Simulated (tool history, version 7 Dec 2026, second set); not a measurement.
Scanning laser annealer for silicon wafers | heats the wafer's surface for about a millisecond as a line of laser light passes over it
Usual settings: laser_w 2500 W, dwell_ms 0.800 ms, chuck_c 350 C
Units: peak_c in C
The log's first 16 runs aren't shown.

run   hour  laser_w  dwell_ms  chuck_c  peak_c
 17  404.5     2500     0.800      346    1084
 18  428.6     2500     0.800      362    1100
 19  443.7     2356     0.800      362    1043
 20  457.2     2350     0.592      339     932
 21  478.0     2500     0.800      342    1079
 22  498.3     2500     0.800      342    1075
 23  513.4     2746     0.909      350    1231
 24  533.1     2485     0.918      350    1123
 25  551.6     2485     0.632      354    1013
 26  583.1     2434     0.962      354    1122
     615.1  -- optics aligned, line set to its width
 27  615.1     2434     0.962      354    1134
 28  639.3     2676     0.800      323    1133
 29  669.0     2499     0.588      323     971
 30  692.5     2499     0.588      323     972
 31  707.2     2640     0.816      323    1130
 32  736.3     2569     0.710      335    1063
 33  756.7     2500     0.800      385    1124
 34  782.5     2580     0.578      326     995
 35  809.9     2655     0.593      326    1029
 36  823.1     2571     0.597      387    1059
 37  850.6     2571     0.597      387    1063

4 ways to go on from here, each from the tool as it stands after run 37. What would each give?
  A  871.3     2571     0.756      387       ?
  B  871.3     2294     0.800      350       ?
  C  871.3     2500     0.800      382       ?
  D  871.3     2571     0.597      370       ?

run  peak_c
  A    1134
  B    1007
  C    1119
  D    1044
Without the tool's hidden state the same runs would have given:
run  peak_c
  A    1151
  B    1022
  C    1135
  D    1059
